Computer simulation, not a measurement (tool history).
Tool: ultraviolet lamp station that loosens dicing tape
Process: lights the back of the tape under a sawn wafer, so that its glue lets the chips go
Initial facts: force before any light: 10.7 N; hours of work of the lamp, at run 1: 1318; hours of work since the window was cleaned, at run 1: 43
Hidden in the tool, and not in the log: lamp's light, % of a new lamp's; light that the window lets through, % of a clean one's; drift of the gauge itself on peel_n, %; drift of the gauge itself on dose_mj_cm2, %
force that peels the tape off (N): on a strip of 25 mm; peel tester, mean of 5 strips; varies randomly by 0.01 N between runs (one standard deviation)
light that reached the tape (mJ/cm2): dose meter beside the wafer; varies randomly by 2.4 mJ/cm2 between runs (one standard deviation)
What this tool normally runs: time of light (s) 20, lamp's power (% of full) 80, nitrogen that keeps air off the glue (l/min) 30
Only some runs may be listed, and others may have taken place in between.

run,hour,time of light (s),lamp's power (% of full),nitrogen that keeps air off the glue (l/min),hours of work of the lamp,hours of work since the window was cleaned,force that peels the tape off (N),light that reached the tape (mJ/cm2)
1,0.0,20,80,30,1318,43,1.231,172
2,40.6,20,80,30,1350,74,1.301,163
3,88.8,11,80,30,1387,112,3.315,88
4,138.2,11,80,30,1426,150,3.586,82
5,191.6,11,80,30,1467,192,3.780,80
# hour 230.1: window cleaned of glue's vapour
6,265.8,13,80,30,1524,28,2.840,105
7,307.7,13,80,30,1557,60,2.951,96
# hour 344.3: lamp changed
8,372.8,13,80,20,22,110,1.728,168
9,412.0,13,80,20,53,140,1.795,161
10,470.3,20,61,30,98,186,1.066,183
# hour 514.8: window cleaned of glue's vapour
11,529.6,20,96,30,143,11,0.340,311
12,595.3,20,80,30,195,63,0.552,251
13,643.7,20,80,30,232,100,0.600,246
14,676.9,20,80,20,258,126,0.875,238
15,722.9,34,80,30,294,162,0.260,390
# hour 797.4: window cleaned of glue's vapour
16,798.0,16,80,28,352,0,0.942,200
17,835.6,26,82,18,381,30,0.499,322
18,891.9,16,61,16,424,73,2.652,144
19,932.1,16,61,16,456,105,2.669,136
20,986.1,20,80,60,498,147,0.491,215
21,1038.2,20,80,26,538,187,0.982,210
# hour 1080.4: window cleaned of glue's vapour
22,1082.4,20,80,22,572,2,0.875,228
23,1127.9,20,97,46,607,37,0.361,273
24,1175.4,25,86,16,644,74,0.705,290
25,1222.9,18,64,14,681,111,2.578,152
26,1262.3,18,64,14,712,141,2.678,144
27,1302.4,36,64,14,743,172,0.814,281
28,1336.7,39,61,37,769,199,0.384,278

What if the next run were any one of these 4? Each begins from the tool's condition after run 28:
# hour 1365.0: window cleaned of glue's vapour
A,1371.0,20,84,30,796,5,?,?
# hour 1365.0: window cleaned of glue's vapour
B,1371.0,36,97,17,796,5,?,?
# hour 1365.0: window cleaned of glue's vapour
C,1371.0,39,87,31,796,5,?,?
# hour 1365.0: window cleaned of glue's vapour
D,1371.0,17,74,30,796,5,?,?

run,force that peels the tape off (N),light that reached the tape (mJ/cm2)
A,0.706,224
B,0.277,458
C,0.217,454
D,1.316,173
Take away the tool's hidden state, keep each run's random variation, and the runs would have read:
run,force that peels the tape off (N),light that reached the tape (mJ/cm2)
A,0.396,294
B,0.220,603
C,0.198,598
D,0.753,226

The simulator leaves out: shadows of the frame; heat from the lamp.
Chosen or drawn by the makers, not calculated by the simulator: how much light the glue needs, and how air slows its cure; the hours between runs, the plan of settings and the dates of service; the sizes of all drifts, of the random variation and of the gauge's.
